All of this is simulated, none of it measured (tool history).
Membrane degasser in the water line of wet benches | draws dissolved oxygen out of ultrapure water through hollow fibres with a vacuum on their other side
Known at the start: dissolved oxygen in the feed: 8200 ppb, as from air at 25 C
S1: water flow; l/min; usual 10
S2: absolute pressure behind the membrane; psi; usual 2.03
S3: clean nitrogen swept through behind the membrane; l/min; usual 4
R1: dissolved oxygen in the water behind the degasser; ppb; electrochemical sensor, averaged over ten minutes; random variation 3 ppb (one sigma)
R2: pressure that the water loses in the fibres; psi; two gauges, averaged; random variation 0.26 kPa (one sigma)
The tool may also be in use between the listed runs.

| run | hour | S1 | S2 | S3 | R1 | R2 |
|---|---|---|---|---|---|---|
| 1 | 0 | 10 | 2.03 | 4 | 314.9 | 10.305 |
| 2 | 30.4 | 10 | 2.03 | 4 | 321.6 | 10.248 |
| 3 | 56.8 | 10 | 2.03 | 4 | 316.7 | 10.303 |
| 4 | 78.1 | 10 | 2.03 | 3.04 | 338.4 | 10.289 |
| 5 | 110.6 | 10 | 2.03 | 3.04 | 336.2 | 10.327 |
| 6 | 154.7 | 10 | 3.74 | 3.04 | 436.2 | 10.269 |
| 7 | 204.5 | 10 | 1.25 | 3.04 | 299.5 | 10.327 |
| 8 | 246.7 | 6 | 2.03 | 4 | 89.7 | 6.152 |
| 9 | 286.5 | 9 | 2.03 | 4 | 249 | 9.246 |
| 10 | 309.4 | 10 | 2.31 | 4 | 337.6 | 10.346 |
| 11 | 346.1 | 10 | 2.03 | 4 | 324.9 | 10.334 |
| 12 | 391.7 | 10 | 2.03 | 4 | 324.1 | 10.382 |
| 13 | 414.6 | 10 | 2.03 | 5.03 | 307.5 | 10.395 |
| 14 | 462.5 | 10 | 2.03 | 5.03 | 309.9 | 10.306 |
| 15 | 490.8 | 10 | 2.03 | 4 | 327.6 | 10.353 |
| 16 | 514.6 | 15 | 2.03 | 9.72 | 683.8 | 15.563 |
| 17 | 555.2 | 6 | 2.74 | 5.44 | 94 | 6.189 |
| 18 | 598.5 | 6 | 1.42 | 5.44 | 70 | 6.244 |
| 19 | 637 | 7 | 1.42 | 8.37 | 102.3 | 7.288 |
|  | 641.1 | vacuum gauge calibrated |
| 20 | 663.6 | 8 | 2.06 | 5.26 | 185.6 | 8.315 |
| 21 | 707.1 | 15 | 1.28 | 5.26 | 697.2 | 15.561 |
| 22 | 743 | 13 | 3.64 | 6.83 | 586.5 | 13.467 |
| 23 | 782.1 | 10 | 3.51 | 2.15 | 500.4 | 10.386 |
| 24 | 829.4 | 10 | 3.52 | 3.48 | 412.8 | 10.396 |
|  | 855.2 | vacuum gauge calibrated, once more |
| 25 | 866.2 | 9 | 3.79 | 4 | 321.1 | 9.433 |

Run 26 comes next. What will it give?
| 26 | 894 | 11 | 2.03 | 4 | ? | ? |

{"run 26": {"R1": 407.3, "R2": 11.439}}
Without the tool's hidden state the same run would have given R1 365.5 ppb, R2 11 psi.
